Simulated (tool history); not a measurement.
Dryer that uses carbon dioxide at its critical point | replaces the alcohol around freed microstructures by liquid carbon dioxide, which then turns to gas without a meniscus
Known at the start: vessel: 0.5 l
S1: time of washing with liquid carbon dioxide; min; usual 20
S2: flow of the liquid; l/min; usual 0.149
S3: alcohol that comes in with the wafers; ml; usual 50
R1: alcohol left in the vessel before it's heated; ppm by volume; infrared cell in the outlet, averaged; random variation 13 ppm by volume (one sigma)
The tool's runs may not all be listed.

run 1 hour=0 | S1=20 S2=0.149 S3=50 | R1=931
run 2 hour=28.4 | S1=20 S2=0.149 S3=50 | R1=969
run 3 hour=45.4 | S1=20 S2=0.149 S3=50 | R1=981
run 4 hour=67.4 | S1=12 S2=0.149 S3=50 | R1=5900
run 5 hour=79 | S1=12 S2=0.149 S3=50 | R1=5923
run 6 hour=106.8 | S1=12 S2=0.149 S3=50 | R1=6269
run 7 hour=132.6 | S1=12 S2=0.149 S3=50 | R1=6177
run 8 hour=149.3 | S1=13 S2=0.149 S3=50 | R1=5148
run 9 hour=177.1 | S1=20 S2=0.175 S3=50 | R1=642

Run 10 comes next. What will it give?
run 10 hour=204.1 | S1=20 S2=0.149 S3=58 | R1=?

Run 10 gave R1 1375 ppm by volume.
Without the tool's hidden state the same run would have given R1 882 ppm by volume.

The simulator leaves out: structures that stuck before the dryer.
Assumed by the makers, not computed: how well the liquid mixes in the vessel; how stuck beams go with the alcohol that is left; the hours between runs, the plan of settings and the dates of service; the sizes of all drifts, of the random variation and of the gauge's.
